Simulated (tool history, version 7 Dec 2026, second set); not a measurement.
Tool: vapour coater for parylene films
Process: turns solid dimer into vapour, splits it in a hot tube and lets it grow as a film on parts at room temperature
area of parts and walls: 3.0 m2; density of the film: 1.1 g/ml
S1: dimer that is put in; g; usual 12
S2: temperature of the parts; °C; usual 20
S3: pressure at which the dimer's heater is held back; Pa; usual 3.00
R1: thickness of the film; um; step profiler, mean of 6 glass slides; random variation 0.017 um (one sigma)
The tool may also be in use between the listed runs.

Run 1, hour 0.0: usual settings. Result: R1 2.20 um.
Run 2, hour 37.7: usual settings but S1 13 g. Result: R1 2.35 um.
Run 3, hour 61.7: usual settings. Result: R1 2.12 um.
Run 4, hour 95.8: usual settings. Result: R1 2.12 um.
Run 5, hour 125.1: usual settings. Result: R1 2.08 um.
Run 6, hour 157.9: usual settings but S3 5.75 Pa. Result: R1 1.80 um.
Run 7, hour 180.3: usual settings but S3 5.75 Pa. Result: R1 1.78 um.
Run 8, hour 216.2: usual settings. Result: R1 1.96 um.
Run 9, hour 244.0: usual settings but S1 10 g. Result: R1 1.63 um.
Run 10, hour 265.0: usual settings but S1 10 g. Result: R1 1.63 um.
Run 11, hour 286.4: usual settings but S1 10 g. Result: R1 1.59 um.
At hour 309.0: trap's valve overhauled.
Run 12, hour 320.3: usual settings but S1 10 g. Result: R1 1.83 um.
Run 13, hour 357.9: usual settings but S2 24 °C. Result: R1 1.84 um.
Run 14, hour 375.4: usual settings but S2 24 °C. Result: R1 1.80 um.
Run 15, hour 392.5: usual settings but S1 13 g. Result: R1 2.33 um.
Run 16, hour 411.9: usual settings but S1 13 g. Result: R1 2.31 um.
Run 17, hour 427.8: usual settings but S1 13 g. Result: R1 2.29 um.
At hour 431.4: table's thermometer calibrated.
Run 18, hour 453.2: usual settings but S1 13 g. Result: R1 2.27 um.
Run 19, hour 469.9: usual settings but S1 13 g, S2 14 °C. Result: R1 2.83 um.
Run 20, hour 507.0: usual settings but S2 19 °C, S3 5.32 Pa. Result: R1 1.90 um.
Run 21, hour 525.6: usual settings but S1 14 g. Result: R1 2.37 um.
Run 22, hour 557.6: usual settings but S2 16 °C, S3 2.00 Pa. Result: R1 2.53 um.
Run 23, hour 573.3: usual settings but S2 28 °C, S3 2.54 Pa. Result: R1 1.52 um.
Run 24, hour 590.3: usual settings but S2 28 °C, S3 2.54 Pa. Result: R1 1.48 um.
At hour 598.5: table's thermometer calibrated, once more.
Run 25, hour 608.7: usual settings but S2 28 °C, S3 2.54 Pa. Result: R1 1.46 um.
At hour 617.8: trap's valve overhauled.
Run 26, hour 642.5: usual settings but S3 2.96 Pa. Result: R1 2.19 um.
Run 27, hour 676.1: usual settings but S1 11 g, S2 12 °C, S3 4.67 Pa. Result: R1 2.45 um.
Run 28, hour 710.0: usual settings but S1 18 g, S3 2.02 Pa. Result: R1 3.40 um.
Run 29, hour 740.9: usual settings but S1 21 g, S2 27 °C, S3 2.49 Pa. Result: R1 2.87 um.
Run 30, hour 757.8: usual settings but S1 21 g, S2 27 °C, S3 2.49 Pa. Result: R1 2.89 um.
Run 31, hour 789.8: usual settings but S1 21 g, S2 27 °C, S3 2.49 Pa. Result: R1 2.85 um.
Run 32, hour 820.3: usual settings but S1 21 g, S2 27 °C, S3 5.69 Pa. Result: R1 2.38 um.
Run 33, hour 855.5: usual settings but S1 13 g, S2 27 °C, S3 2.68 Pa. Result: R1 1.70 um.
Run 34, hour 883.3: usual settings but S1 7 g, S2 14 °C, S3 2.61 Pa. Result: R1 1.49 um.
Run 35, hour 907.0: usual settings but S1 8 g, S3 10.49 Pa. Result: R1 1.02 um.
At hour 924.7: trap's valve overhauled.
Run 36, hour 940.8: usual settings but S1 11 g, S3 2.38 Pa. Result: R1 2.10 um.
Run 37, hour 976.1: usual settings but S1 11 g, S3 2.38 Pa. Result: R1 2.05 um.

Hidden state or all else? Some run-to-run changes of R1, split into what the settings, what came in and random variation would give without the hidden state, and what is left for the hidden state (with any gauge scatter that isn't in both results):
The hidden state here: vapour lost through the trap's worn valve, %; true temperature of the parts over the reading, C; drift of the gauge itself on film_um, %.
Run 11 -> 12: trap's valve overhauled. R1 +0.24 um: hidden state +0.22, all else +0.02.
Run 22 -> 23: S2 16 -> 28, S3 2.00 -> 2.54. R1 -1.01 um: hidden state +0.07, all else -1.08.
Run 25 -> 26: S2 28 -> 20, S3 2.54 -> 2.96, trap's valve overhauled. R1 +0.73 um: hidden state +0.19, all else +0.54.
Run 27 -> 28: S1 11 -> 18, S2 12 -> 20, S3 4.67 -> 2.02. R1 +0.95 um: hidden state -0.07, all else +1.02.
Run 35 -> 36: S1 8 -> 11, S3 10.49 -> 2.38, trap's valve overhauled. R1 +1.08 um: hidden state +0.13, all else +0.95.
